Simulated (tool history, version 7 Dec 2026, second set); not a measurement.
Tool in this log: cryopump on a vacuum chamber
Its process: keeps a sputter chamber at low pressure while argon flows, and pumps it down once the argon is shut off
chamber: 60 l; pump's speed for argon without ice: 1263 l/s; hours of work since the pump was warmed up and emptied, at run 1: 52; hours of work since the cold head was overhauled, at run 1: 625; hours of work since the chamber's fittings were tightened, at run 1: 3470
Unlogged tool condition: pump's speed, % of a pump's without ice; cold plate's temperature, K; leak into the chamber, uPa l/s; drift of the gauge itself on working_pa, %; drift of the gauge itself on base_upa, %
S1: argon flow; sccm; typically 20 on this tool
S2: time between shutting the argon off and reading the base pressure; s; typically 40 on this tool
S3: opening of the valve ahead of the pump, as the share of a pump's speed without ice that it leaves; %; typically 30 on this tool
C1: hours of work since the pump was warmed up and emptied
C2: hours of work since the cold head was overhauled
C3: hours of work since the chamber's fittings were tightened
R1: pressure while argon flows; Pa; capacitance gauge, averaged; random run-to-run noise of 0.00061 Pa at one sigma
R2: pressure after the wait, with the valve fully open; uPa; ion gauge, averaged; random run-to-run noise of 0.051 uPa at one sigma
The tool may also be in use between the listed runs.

| run | hour | S1 | S2 | S3 | C1 | C2 | C3 | R1 | R2 |
|---|---|---|---|---|---|---|---|---|---|
| 1 | 0 | 20 | 40 | 30 | 52 | 625 | 3470 | 0.0899 | 3.88 |
| 2 | 43.2 | 20 | 40 | 30 | 80 | 653 | 3498 | 0.0912 | 3.83 |
| 3 | 65.7 | 20 | 40 | 30 | 94 | 667 | 3513 | 0.0896 | 3.87 |
| 4 | 114.3 | 20 | 70 | 30 | 126 | 698 | 3544 | 0.0906 | 2.68 |
| 5 | 140.4 | 20 | 163 | 30 | 142 | 715 | 3561 | 0.0912 | 1.74 |
| 6 | 182.5 | 20 | 223 | 30 | 170 | 742 | 3588 | 0.092 | 1.58 |
| 7 | 229.6 | 20 | 223 | 30 | 200 | 773 | 3619 | 0.0914 | 1.53 |
| 8 | 250.7 | 20 | 24 | 30 | 214 | 786 | 3632 | 0.0908 | 5.93 |
| 9 | 300.7 | 20 | 24 | 30 | 246 | 819 | 3664 | 0.092 | 5.8 |
| 10 | 342.4 | 20 | 24 | 30 | 273 | 846 | 3691 | 0.0924 | 5.82 |
| 11 | 363.3 | 20 | 40 | 30 | 286 | 859 | 3705 | 0.0927 | 4.04 |
| 12 | 391.2 | 20 | 40 | 30 | 304 | 877 | 3723 | 0.0938 | 3.9 |
| 13 | 436.3 | 20 | 40 | 30 | 333 | 906 | 3752 | 0.093 | 3.98 |
| 14 | 478 | 20 | 40 | 30 | 360 | 933 | 3779 | 0.0943 | 4.12 |
| 15 | 511.7 | 20 | 40 | 30 | 382 | 955 | 3801 | 0.0943 | 4.07 |
|  | 533.2 | leaking fittings of the chamber tightened, without venting |
| 16 | 542.1 | 20 | 40 | 30 | 400 | 973 | 6 | 0.0944 | 3.21 |
| 17 | 576.3 | 20 | 40 | 30 | 422 | 995 | 28 | 0.0936 | 3.17 |
| 18 | 612.7 | 20 | 40 | 30 | 446 | 1019 | 51 | 0.0946 | 3.17 |
| 19 | 646.7 | 20 | 40 | 30 | 468 | 1041 | 73 | 0.095 | 3.23 |
| 20 | 671 | 20 | 40 | 30 | 483 | 1056 | 89 | 0.0952 | 3.27 |
| 21 | 697.7 | 20 | 273 | 39 | 501 | 1073 | 106 | 0.0748 | 0.75 |
| 22 | 732.3 | 20 | 40 | 18 | 523 | 1096 | 128 | 0.1548 | 3.24 |
|  | 773.4 | pump warmed up, emptied and cooled again |
| 23 | 776.3 | 20 | 160 | 56 | 2 | 1121 | 154 | 0.0482 | 1.01 |
| 24 | 801 | 29 | 161 | 18 | 18 | 1137 | 170 | 0.2162 | 1.02 |
| 25 | 824 | 29 | 161 | 18 | 33 | 1152 | 184 | 0.2165 | 1.01 |
| 26 | 862.9 | 29 | 161 | 18 | 58 | 1177 | 209 | 0.2164 | 1.05 |
| 27 | 899.3 | 29 | 161 | 18 | 81 | 1200 | 233 | 0.2192 | 1.05 |
| 28 | 933.9 | 29 | 161 | 18 | 104 | 1223 | 255 | 0.2177 | 1.01 |
| 29 | 957.5 | 29 | 161 | 18 | 119 | 1238 | 271 | 0.2191 | 1.04 |
| 30 | 1001.2 | 29 | 161 | 18 | 147 | 1266 | 299 | 0.2183 | 1.06 |
| 31 | 1041.5 | 22 | 123 | 19 | 173 | 1292 | 325 | 0.1574 | 1.35 |
| 32 | 1075.2 | 22 | 123 | 40 | 195 | 1314 | 346 | 0.0765 | 1.28 |
| 33 | 1125 | 15 | 33 | 30 | 227 | 1346 | 379 | 0.068 | 3.83 |
| 34 | 1158 | 20 | 249 | 29 | 248 | 1367 | 400 | 0.0963 | 0.84 |

Hidden state at the last listed run before each entry between runs and at the first one after, where it differs:
Logged between run 15 and run 16: leaking fittings of the chamber tightened, without venting (hour 533.2)
  pump's speed, % of a pump's without ice: 86.5 -> 85.8; cold plate's temperature, K: 12.86 -> 12.87; leak into the chamber, uPa l/s: 1277 -> 325
  difference, measured minus the result without the unlogged condition, R1: +0.0047 -> +0.005 Pa; R2: +0.95 -> +0.06 uPa
Logged between run 22 and run 23: pump warmed up, emptied and cooled again (hour 773.4)
  pump's speed, % of a pump's without ice: 81.6 -> 99.8; cold plate's temperature, K: 12.96 -> 12.98; leak into the chamber, uPa l/s: 357 -> 363
  difference, measured minus the result without the unlogged condition, R1: +0.0067 -> +0.0005 Pa; R2: +0.11 -> +0.05 uPa
